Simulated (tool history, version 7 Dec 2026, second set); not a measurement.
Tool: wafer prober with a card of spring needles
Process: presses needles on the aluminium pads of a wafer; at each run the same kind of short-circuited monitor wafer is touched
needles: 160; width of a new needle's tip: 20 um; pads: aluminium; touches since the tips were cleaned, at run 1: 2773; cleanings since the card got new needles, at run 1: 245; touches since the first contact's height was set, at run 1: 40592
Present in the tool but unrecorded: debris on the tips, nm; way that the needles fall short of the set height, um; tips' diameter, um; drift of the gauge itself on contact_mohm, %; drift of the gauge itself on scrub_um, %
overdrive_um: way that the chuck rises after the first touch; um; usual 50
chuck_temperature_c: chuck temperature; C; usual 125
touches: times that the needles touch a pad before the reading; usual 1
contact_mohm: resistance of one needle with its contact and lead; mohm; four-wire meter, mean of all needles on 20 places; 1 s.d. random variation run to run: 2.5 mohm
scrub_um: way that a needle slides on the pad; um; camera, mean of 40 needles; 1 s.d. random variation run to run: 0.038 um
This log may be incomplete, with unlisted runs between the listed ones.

run,hour,overdrive_um,chuck_temperature_c,touches,touches since the tips were cleaned,cleanings since the card got new needles,touches since the first contact's height was set,contact_mohm,scrub_um
1,0.0,50,125,1,2773,245,40592,406,6.95
# hour 4.4: tips cleaned on abrasive film
# hour 15.1: tips cleaned on abrasive film
# hour 25.8: tips cleaned on abrasive film
# hour 36.5: tips cleaned on abrasive film
# hour 45.1: tips cleaned on abrasive film
2,45.8,50,35,1,326,250,62383,313,6.84
# hour 54.4: tips cleaned on abrasive film
# hour 65.1: tips cleaned on abrasive film
# hour 75.9: tips cleaned on abrasive film
# hour 84.5: tips cleaned on abrasive film
3,86.3,50,35,1,896,254,81680,371,6.74
# hour 94.9: tips cleaned on abrasive film
# hour 103.5: tips cleaned on abrasive film
# hour 112.1: tips cleaned on abrasive film
# hour 122.9: tips cleaned on abrasive film
# hour 125.3: height of the first contact set anew
# hour 131.8: tips cleaned on abrasive film
# hour 140.4: tips cleaned on abrasive film
4,147.6,50,35,1,3488,260,10643,479,7.11
# hour 149.8: tips cleaned on abrasive film
# hour 158.4: tips cleaned on abrasive film
# hour 169.2: tips cleaned on abrasive film
# hour 177.8: tips cleaned on abrasive film
# hour 188.5: tips cleaned on abrasive film
5,188.9,50,35,1,177,265,30241,301,6.95
# hour 197.5: tips cleaned on abrasive film
# hour 206.1: tips cleaned on abrasive film
# hour 216.8: tips cleaned on abrasive film
6,219.7,50,35,1,1410,268,44940,407,6.90
# hour 226.2: tips cleaned on abrasive film
# hour 236.9: tips cleaned on abrasive film
# hour 247.7: tips cleaned on abrasive film
# hour 256.3: tips cleaned on abrasive film
7,262.6,50,35,1,3064,272,65380,477,6.90
# hour 267.0: tips cleaned on abrasive film
# hour 275.6: tips cleaned on abrasive film
# hour 284.2: tips cleaned on abrasive film
# hour 294.9: tips cleaned on abrasive film
# hour 303.5: tips cleaned on abrasive film
8,306.0,50,35,1,1217,277,86017,389,6.77
# hour 312.5: tips cleaned on abrasive film
# hour 321.1: tips cleaned on abrasive film
# hour 327.6: tips cleaned on abrasive film, once more
# hour 336.4: height of the first contact set anew
# hour 338.6: tips cleaned on abrasive film
# hour 349.3: tips cleaned on abrasive film
# hour 360.1: tips cleaned on abrasive film
9,362.9,50,29,1,1365,283,12609,380,7.05
# hour 369.4: tips cleaned on abrasive film
# hour 378.0: tips cleaned on abrasive film
# hour 388.7: tips cleaned on abrasive film
# hour 397.3: tips cleaned on abrasive film
# hour 408.0: tips cleaned on abrasive film
# hour 418.8: tips cleaned on abrasive film
10,419.8,50,29,1,479,289,39667,316,6.94
# hour 428.4: tips cleaned on abrasive film
# hour 439.1: tips cleaned on abrasive film
# hour 449.8: tips cleaned on abrasive film
# hour 458.4: tips cleaned on abrasive film
# hour 467.0: tips cleaned on abrasive film
11,469.6,50,29,1,1243,294,63399,384,6.86
# hour 476.1: tips cleaned on abrasive film
# hour 486.8: tips cleaned on abrasive film
# hour 497.5: tips cleaned on abrasive film
12,500.3,50,29,1,1334,297,78017,408,6.84
# hour 506.8: tips cleaned on abrasive film
# hour 515.4: tips cleaned on abrasive film
# hour 526.1: tips cleaned on abrasive film
# hour 536.8: tips cleaned on abrasive film
# hour 545.4: tips cleaned on abrasive film
# hour 547.9: height of the first contact set anew
# hour 556.5: tips cleaned on abrasive film
13,561.1,50,29,1,2208,303,6297,440,7.07
# hour 565.4: tips cleaned on abrasive film
# hour 576.1: tips cleaned on abrasive film
# hour 586.9: tips cleaned on abrasive film
14,588.4,41,41,2,727,306,19293,357,5.70
# hour 597.0: tips cleaned on abrasive film
# hour 607.7: tips cleaned on abrasive film
# hour 618.4: tips cleaned on abrasive film
# hour 627.3: tips cleaned on abrasive film
15,627.3,63,125,1,0,310,37837,315,8.85
# hour 638.1: tips cleaned on abrasive film
# hour 646.7: tips cleaned on abrasive film
# hour 657.4: tips cleaned on abrasive film
# hour 668.1: tips cleaned on abrasive film
16,668.3,33,97,1,89,314,57346,401,4.45
# hour 676.9: tips cleaned on abrasive film
# hour 685.5: tips cleaned on abrasive film
# hour 696.2: tips cleaned on abrasive film
# hour 704.8: tips cleaned on abrasive film
# hour 715.5: tips cleaned on abrasive film
# hour 724.1: tips cleaned on abrasive film
17,724.4,60,125,2,116,320,84028,308,8.30
# hour 733.0: tips cleaned on abrasive film
# hour 741.6: tips cleaned on abrasive film
# hour 752.3: tips cleaned on abrasive film
# hour 759.0: height of the first contact set anew
# hour 763.3: tips cleaned on abrasive film
# hour 771.9: tips cleaned on abrasive film
18,777.1,52,41,1,2472,325,8605,459,7.39
# hour 781.4: tips cleaned on abrasive film
# hour 790.0: tips cleaned on abrasive film
# hour 798.6: tips cleaned on abrasive film
19,805.7,36,112,2,3383,328,22210,572,5.03
# hour 807.9: tips cleaned on abrasive film
# hour 818.6: tips cleaned on abrasive film
# hour 829.3: tips cleaned on abrasive film
# hour 840.1: tips cleaned on abrasive film
# hour 848.7: tips cleaned on abrasive film
20,852.2,45,79,1,1713,333,44365,481,6.22
# hour 858.7: tips cleaned on abrasive film
# hour 867.3: tips cleaned on abrasive film
# hour 875.9: tips cleaned on abrasive film
# hour 886.6: tips cleaned on abrasive film
21,890.4,31,125,1,1793,337,62512,728,4.21
# hour 896.8: tips cleaned on abrasive film
# hour 907.6: tips cleaned on abrasive film
# hour 916.2: tips cleaned on abrasive film
# hour 926.9: tips cleaned on abrasive film
22,928.1,31,125,1,598,341,80486,541,4.10
# hour 936.7: tips cleaned on abrasive film
# hour 945.3: tips cleaned on abrasive film
# hour 956.1: tips cleaned on abrasive film
# hour 964.7: tips cleaned on abrasive film
# hour 969.2: height of the first contact set anew
# hour 975.7: tips cleaned on abrasive film
# hour 984.3: tips cleaned on abrasive film
23,986.5,31,125,1,1052,347,8208,594,4.33
# hour 993.0: tips cleaned on abrasive film
# hour 1001.6: tips cleaned on abrasive film
# hour 1010.2: tips cleaned on abrasive film
# hour 1020.9: tips cleaned on abrasive film
# hour 1031.6: tips cleaned on abrasive film
24,1039.8,31,125,1,3944,352,33635,965,4.28

Predict each of these 3 candidate next runs independently; none follows another, all start after run 24:
# hour 1042.1: tips cleaned on abrasive film
# hour 1050.7: tips cleaned on abrasive film
# hour 1059.3: tips cleaned on abrasive film
# hour 1070.0: tips cleaned on abrasive film
A,1075.4,33,125,1,2607,356,50552,?,?
# hour 1042.1: tips cleaned on abrasive film
# hour 1050.7: tips cleaned on abrasive film
# hour 1059.3: tips cleaned on abrasive film
# hour 1070.0: tips cleaned on abrasive film
B,1075.4,49,38,1,2607,356,50552,?,?
# hour 1042.1: tips cleaned on abrasive film
# hour 1050.7: tips cleaned on abrasive film
# hour 1059.3: tips cleaned on abrasive film
# hour 1070.0: tips cleaned on abrasive film
C,1075.4,44,28,1,2607,356,50552,?,?

run,contact_mohm,scrub_um
A,773,4.51
B,505,6.81
C,565,6.04
With no hidden state in the tool, these same runs would have given:
run,contact_mohm,scrub_um
A,293,4.66
B,255,6.97
C,253,6.19
